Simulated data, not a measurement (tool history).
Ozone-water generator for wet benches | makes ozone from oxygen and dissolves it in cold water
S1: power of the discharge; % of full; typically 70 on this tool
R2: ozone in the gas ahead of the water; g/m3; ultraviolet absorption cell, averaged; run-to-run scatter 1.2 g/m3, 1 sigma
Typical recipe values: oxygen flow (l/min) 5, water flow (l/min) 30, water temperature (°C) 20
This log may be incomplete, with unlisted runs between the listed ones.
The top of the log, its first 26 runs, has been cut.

Run 27, hour 635.7: usual settings but S1 43 % of full, oxygen flow (l/min) 4.13, water flow (l/min) 23, water temperature (°C) 19. Result: dissolved ozone (ppm) 16.3, R2 174.9 g/m3.
Run 28, hour 669.7: usual settings but oxygen flow (l/min) 7.88, water flow (l/min) 20, water temperature (°C) 16. Result: dissolved ozone (ppm) 27.6, R2 174.8 g/m3.
Run 29, hour 705.5: usual settings but oxygen flow (l/min) 7.88, water flow (l/min) 20, water temperature (°C) 16. Result: dissolved ozone (ppm) 27.8, R2 177.7 g/m3.
Run 30, hour 737.9: usual settings but oxygen flow (l/min) 7.88, water flow (l/min) 20, water temperature (°C) 16. Result: dissolved ozone (ppm) 27.8, R2 176.3 g/m3.
Run 31, hour 772.7: usual settings but S1 61 % of full. Result: dissolved ozone (ppm) 16.1, R2 193.2 g/m3.
Run 32, hour 803.8: usual settings but S1 63 % of full. Result: dissolved ozone (ppm) 16.4, R2 195.5 g/m3.
Run 33, hour 835.4: usual settings but oxygen flow (l/min) 6.12, water flow (l/min) 28, water temperature (°C) 19. Result: dissolved ozone (ppm) 19.5, R2 190.7 g/m3.
Run 34, hour 861: usual settings but S1 85 % of full, oxygen flow (l/min) 2.89, water flow (l/min) 48, water temperature (°C) 21. Result: dissolved ozone (ppm) 9.2, R2 274.7 g/m3.

3 options for the next run, each taken on its own from the tool as it stands now. Forecast them:
Run A, hour 880.3: usual settings but S1 81 % of full. Result: dissolved ozone (ppm) ?, R2 ?.
Run B, hour 880.3: usual settings but water flow (l/min) 28, water temperature (°C) 16. Result: dissolved ozone (ppm) ?, R2 ?.
Run C, hour 880.3: usual settings but oxygen flow (l/min) 6.73, water flow (l/min) 21, water temperature (°C) 16. Result: dissolved ozone (ppm) ?, R2 ?.

run  dissolved ozone (ppm)     R2
  A                   18.5  224.7
  B                   19.2  207.4
  C                   26.1  184.9
Stripped of hidden state, with their random variation kept, the same runs would have yielded:
run  dissolved ozone (ppm)     R2
  A                   19.1  229.9
  B                   19.8  211.9
  C                   26.9    189
